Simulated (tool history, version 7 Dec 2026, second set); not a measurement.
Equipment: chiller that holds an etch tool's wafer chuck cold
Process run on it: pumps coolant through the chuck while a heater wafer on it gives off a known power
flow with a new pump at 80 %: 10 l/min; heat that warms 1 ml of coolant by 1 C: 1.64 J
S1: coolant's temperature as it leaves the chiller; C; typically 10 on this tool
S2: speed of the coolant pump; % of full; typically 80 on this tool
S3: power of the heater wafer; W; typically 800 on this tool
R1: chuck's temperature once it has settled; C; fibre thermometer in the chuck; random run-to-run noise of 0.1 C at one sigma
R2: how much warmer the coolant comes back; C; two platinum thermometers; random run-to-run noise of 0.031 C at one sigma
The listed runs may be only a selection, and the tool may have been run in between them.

run,hour,S1,S2,S3,R1,R2
1,0,10,80,800,16.4,3.01
2,40.7,10,80,765,16.1,2.83
# hour 82.9: chiller's thermometer calibrated
3,86.9,10,80,800,16.7,3.04
4,125.6,10,80,800,16.6,3.02
5,177.9,10,80,800,16.5,2.95
6,222.7,10,80,800,16.6,3.02
# hour 226.6: chiller's thermometer calibrated, once more
7,276.3,10,80,800,16.3,3.04
8,302.3,10,80,800,16.2,2.96
9,337,10,80,800,16.2,2.94
10,383.4,10,80,800,16.3,3.02
11,427.7,10,80,800,16.2,3.01
12,483.4,10,80,800,16.4,2.99
13,515.7,10,80,800,16.4,3.01
14,541.6,10,80,800,16.4,3.04
15,571.2,10,80,800,16.4,3.02
16,606.7,10,80,800,16.5,3.09
17,638.4,6,82,660,11.1,2.43
18,693,6,82,660,11.6,2.44
19,744.7,6,82,660,11.3,2.45
20,776.1,10,65,468,14.4,2.2
21,809.9,10,64,792,17.5,3.74
22,845.7,10,73,1036,18.8,4.31
23,897.3,10,73,1036,18.9,4.26
24,940,16,73,1021,25,4.2
25,982.3,16,73,1021,24.8,4.26
26,1036.3,16,73,1021,24.9,4.22
27,1090.1,16,73,1021,24.9,4.28
28,1133.5,1,69,457,5.2,1.99
29,1179.1,1,69,683,7.3,2.96
30,1206.6,19,80,800,25.6,3.03
31,1231.1,5,97,800,11,2.58
32,1261.5,19,62,800,26.8,3.91

3 ways to go on from here, each from the tool as it stands after run 32. What would each give?
A,1294.8,11,64,800,?,?
B,1294.8,19,62,1023,?,?
C,1294.8,14,61,517,?,?

run,R1,R2
A,18.8,3.78
B,29,4.94
C,19.1,2.54
With no hidden state in the tool, these same runs would have given:
run,R1,R2
A,17.9,3.63
B,27.8,4.74
C,18.5,2.44
